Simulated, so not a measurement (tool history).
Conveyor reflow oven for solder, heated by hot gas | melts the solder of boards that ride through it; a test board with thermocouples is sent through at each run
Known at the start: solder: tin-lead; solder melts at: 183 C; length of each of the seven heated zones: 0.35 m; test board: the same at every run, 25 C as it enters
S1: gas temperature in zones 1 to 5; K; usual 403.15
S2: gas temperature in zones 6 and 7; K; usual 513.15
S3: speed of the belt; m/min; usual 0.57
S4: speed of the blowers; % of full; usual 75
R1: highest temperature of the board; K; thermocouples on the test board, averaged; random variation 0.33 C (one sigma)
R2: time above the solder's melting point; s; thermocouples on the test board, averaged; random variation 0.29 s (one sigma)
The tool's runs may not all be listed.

run 1 day=0 | S1=403.15 S2=513.15 S3=0.57 S4=75 | R1=492.25 R2=54.2
run 2 day=0.225 | S1=403.15 S2=513.15 S3=0.57 S4=75 | R1=492.15 R2=54
run 3 day=0.488 | S1=403.15 S2=513.15 S3=0.57 S4=75 | R1=492.35 R2=53.3
run 4 day=0.929 | S1=403.15 S2=513.15 S3=0.57 S4=75 | R1=492.45 R2=53.9
run 5 day=1.346 | S1=403.15 S2=513.15 S3=0.57 S4=75 | R1=492.15 R2=53.6
run 6 day=1.804 | S1=403.15 S2=513.15 S3=0.57 S4=75 | R1=491.55 R2=53.7
run 7 day=2.167 | S1=403.15 S2=513.15 S3=0.57 S4=75 | R1=491.95 R2=53.9
run 8 day=2.579 | S1=403.15 S2=527.15 S3=0.57 S4=75 | R1=504.55 R2=61.4
run 9 day=3.004 | S1=403.15 S2=527.15 S3=0.57 S4=75 | R1=504.15 R2=61.3
run 10 day=3.442 | S1=403.15 S2=513.15 S3=0.497 S4=75 | R1=497.55 R2=65.7
run 11 day=3.904 | S1=403.15 S2=513.15 S3=0.497 S4=75 | R1=496.95 R2=65.8
run 12 day=4.208 | S1=403.15 S2=513.15 S3=0.497 S4=75 | R1=496.95 R2=65.7
run 13 day=4.442 | S1=403.15 S2=513.15 S3=0.57 S4=75 | R1=491.95 R2=52.8
-- day=4.65 belt drive overhauled, speed set with a stopwatch
run 14 day=4.829 | S1=403.15 S2=513.15 S3=0.57 S4=58 | R1=488.55 R2=50.8
run 15 day=5.3 | S1=403.15 S2=501.15 S3=0.57 S4=75 | R1=481.45 R2=44.2
run 16 day=5.579 | S1=409.15 S2=513.15 S3=0.515 S4=75 | R1=496.85 R2=65
-- day=5.933 belt drive overhauled, speed set with a stopwatch, once more
run 17 day=6.008 | S1=397.15 S2=519.15 S3=0.664 S4=74 | R1=489.05 R2=41.5
run 18 day=6.296 | S1=397.15 S2=519.15 S3=0.535 S4=74 | R1=498.25 R2=59.8
run 19 day=6.588 | S1=408.15 S2=518.15 S3=0.57 S4=51 | R1=491.75 R2=54.2
run 20 day=7.067 | S1=408.15 S2=527.15 S3=0.57 S4=51 | R1=499.45 R2=59.8
run 21 day=7.538 | S1=396.15 S2=527.15 S3=0.578 S4=69 | R1=500.45 R2=56.1
run 22 day=7.975 | S1=396.15 S2=527.15 S3=0.578 S4=69 | R1=500.05 R2=56.5
run 23 day=8.383 | S1=396.15 S2=527.15 S3=0.578 S4=69 | R1=500.75 R2=56.6
run 24 day=8.721 | S1=410.15 S2=502.15 S3=0.59 S4=56 | R1=478.35 R2=41.1
run 25 day=8.988 | S1=403.15 S2=513.15 S3=0.57 S4=69 | R1=489.95 R2=52
run 26 day=9.458 | S1=403.15 S2=509.15 S3=0.57 S4=75 | R1=487.05 R2=50
run 27 day=9.725 | S1=398.15 S2=513.15 S3=0.57 S4=75 | R1=490.15 R2=50.7
run 28 day=9.962 | S1=398.15 S2=513.15 S3=0.57 S4=75 | R1=489.85 R2=50.2
run 29 day=10.425 | S1=412.15 S2=509.15 S3=0.522 S4=73 | R1=492.05 R2=61.5
run 30 day=10.692 | S1=412.15 S2=509.15 S3=0.522 S4=73 | R1=492.05 R2=62

Hidden state or all else? Some run-to-run changes of R1, split into what the settings, what came in and random variation would give without the hidden state, and what is left for the hidden state (with any gauge scatter that isn't in both results):
The hidden state here: heat that the gas passes to the board, % of a clean oven's; belt's true speed, % of the reading; true gas temperature in zones 6 and 7 over the reading, C; drift of the gauge itself on peak_c, C; drift of the gauge itself on liquid_s, %.
Run 7 -> 8: S2 513.15 -> 527.15. R1 +12.6 K: hidden state -0.2, all else +12.8.
Run 15 -> 16: S1 403.15 -> 409.15, S2 501.15 -> 513.15, S3 0.57 -> 0.515. R1 +15.4 K: hidden state +0.1, all else +15.3.
Run 16 -> 17: S1 409.15 -> 397.15, S2 513.15 -> 519.15, S3 0.515 -> 0.664, S4 75 -> 74, belt drive overhauled, speed set with a stopwatch, once more. R1 -7.8 K: hidden state -1, all else -6.8.
Run 20 -> 21: S1 408.15 -> 396.15, S3 0.57 -> 0.578, S4 51 -> 69. R1 +1 K: hidden state -0.6, all else +1.6.
Run 23 -> 24: S1 396.15 -> 410.15, S2 527.15 -> 502.15, S3 0.578 -> 0.59, S4 69 -> 56. R1 -22.4 K: hidden state +0.7, all else -23.1.
